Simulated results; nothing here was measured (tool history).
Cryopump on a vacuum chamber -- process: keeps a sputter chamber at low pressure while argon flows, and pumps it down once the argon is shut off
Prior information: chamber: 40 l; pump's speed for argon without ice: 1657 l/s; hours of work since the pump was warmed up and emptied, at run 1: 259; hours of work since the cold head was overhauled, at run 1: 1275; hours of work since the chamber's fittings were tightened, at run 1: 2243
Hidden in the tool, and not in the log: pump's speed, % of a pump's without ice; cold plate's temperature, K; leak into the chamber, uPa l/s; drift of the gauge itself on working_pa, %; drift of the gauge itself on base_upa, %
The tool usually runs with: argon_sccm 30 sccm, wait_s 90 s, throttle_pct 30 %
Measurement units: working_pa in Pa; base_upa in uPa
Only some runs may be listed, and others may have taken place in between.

run,hour,argon_sccm,wait_s,throttle_pct,hours of work since the pump was warmed up and emptied,hours of work since the cold head was overhauled,hours of work since the chamber's fittings were tightened,working_pa,base_upa
1,0,30,90,30,259,1275,2243,0.1036,1.55
2,74.4,30,90,30,292,1308,2276,0.1042,1.53
# hour 117.8: leaking fittings of the chamber tightened, without venting
3,172.2,30,90,30,336,1352,25,0.1035,1.09
4,271.4,30,90,30,381,1397,70,0.105,1.09
5,367.2,30,90,30,424,1440,113,0.1051,1.14
6,471.9,30,41,30,471,1487,160,0.1059,2.07
7,520.3,22,41,30,493,1509,182,0.0772,2.14
8,587.2,30,90,51,524,1540,212,0.0636,1.14
9,669.8,30,128,21,561,1577,250,0.1491,0.87
10,728.3,30,128,21,588,1603,276,0.149,0.91
11,830.3,30,128,21,634,1650,323,0.1501,0.87
12,936.7,13,38,17,682,1698,371,0.0801,2.36
13,1029.5,13,22,22,724,1740,413,0.062,3.84

Run 14 has not been measured yet. What should we expect?
14,1080.2,14,22,22,747,1763,436,?,?

Run 14 gave working_pa 0.0671 Pa, base_upa 3.79 uPa.
On a tool with no hidden condition, and with the same random variation, this run would have come out at working_pa 0.0646 Pa, base_upa 3.64 uPa.
